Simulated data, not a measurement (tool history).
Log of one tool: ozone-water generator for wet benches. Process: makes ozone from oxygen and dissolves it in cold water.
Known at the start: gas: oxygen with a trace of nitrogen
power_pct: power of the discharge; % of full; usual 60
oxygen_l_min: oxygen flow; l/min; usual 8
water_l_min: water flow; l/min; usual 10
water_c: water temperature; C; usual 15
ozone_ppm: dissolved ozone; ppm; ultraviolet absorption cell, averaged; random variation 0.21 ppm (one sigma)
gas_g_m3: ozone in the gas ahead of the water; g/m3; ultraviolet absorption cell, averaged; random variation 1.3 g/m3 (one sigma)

Run 1, hour 0: usual settings. Result: ozone_ppm 28.7 ppm, gas_g_m3 227.8 g/m3.
Run 2, hour 25.6: usual settings but power_pct 41 % of full. Result: ozone_ppm 22 ppm, gas_g_m3 171.7 g/m3.
Run 3, hour 58.3: usual settings but power_pct 41 % of full. Result: ozone_ppm 21.5 ppm, gas_g_m3 172.8 g/m3.
Run 4, hour 101.1: usual settings but power_pct 41 % of full. Result: ozone_ppm 21.8 ppm, gas_g_m3 171.9 g/m3.
Run 5, hour 154.1: usual settings but power_pct 41 % of full. Result: ozone_ppm 22 ppm, gas_g_m3 171.5 g/m3.
Run 6, hour 183.9: usual settings but water_c 20 C. Result: ozone_ppm 25.8 ppm, gas_g_m3 230.1 g/m3.
Run 7, hour 213.7: usual settings but water_c 20 C. Result: ozone_ppm 25.7 ppm, gas_g_m3 227.8 g/m3.
Run 8, hour 270.6: usual settings but water_c 20 C. Result: ozone_ppm 25.7 ppm, gas_g_m3 225 g/m3.
Run 9, hour 312.2: usual settings but water_c 20 C. Result: ozone_ppm 26.1 ppm, gas_g_m3 228.4 g/m3.
Run 10, hour 339.6: usual settings but water_c 20 C. Result: ozone_ppm 26 ppm, gas_g_m3 228 g/m3.
Run 11, hour 365.7: usual settings but water_c 20 C. Result: ozone_ppm 26 ppm, gas_g_m3 227.3 g/m3.
Run 12, hour 404.9: usual settings. Result: ozone_ppm 29.1 ppm, gas_g_m3 226.4 g/m3.
Run 13, hour 433.1: usual settings but oxygen_l_min 8.97 l/min. Result: ozone_ppm 27.9 ppm, gas_g_m3 213.6 g/m3.
Run 14, hour 482.6: usual settings but oxygen_l_min 8.97 l/min. Result: ozone_ppm 27.6 ppm, gas_g_m3 213.8 g/m3.
Run 15, hour 528.1: usual settings but oxygen_l_min 8.32 l/min. Result: ozone_ppm 28.6 ppm, gas_g_m3 220.4 g/m3.
Run 16, hour 570.6: usual settings but water_l_min 6 l/min. Result: ozone_ppm 38.7 ppm, gas_g_m3 226.8 g/m3.
Run 17, hour 617.3: usual settings but water_l_min 6 l/min. Result: ozone_ppm 39 ppm, gas_g_m3 225.9 g/m3.
Run 18, hour 646.5: usual settings but water_l_min 6 l/min. Result: ozone_ppm 38.4 ppm, gas_g_m3 225.4 g/m3.
Run 19, hour 690.1: usual settings but oxygen_l_min 4.32 l/min, water_l_min 6 l/min, water_c 14 C. Result: ozone_ppm 47.6 ppm, gas_g_m3 317.5 g/m3.
Run 20, hour 727.4: usual settings but power_pct 56 % of full, water_c 18 C. Result: ozone_ppm 25.4 ppm, gas_g_m3 215.6 g/m3.

Forecast run 21:
Run 21, hour 783.1: usual settings but power_pct 56 % of full, oxygen_l_min 4.55 l/min, water_c 22 C. Result: ozone_ppm ?, gas_g_m3 ?.

Run 21 gave ozone_ppm 26.4 ppm, gas_g_m3 293.3 g/m3.
Without the tool's hidden state the same run would have given ozone_ppm 29.1 ppm, gas_g_m3 299.5 g/m3.

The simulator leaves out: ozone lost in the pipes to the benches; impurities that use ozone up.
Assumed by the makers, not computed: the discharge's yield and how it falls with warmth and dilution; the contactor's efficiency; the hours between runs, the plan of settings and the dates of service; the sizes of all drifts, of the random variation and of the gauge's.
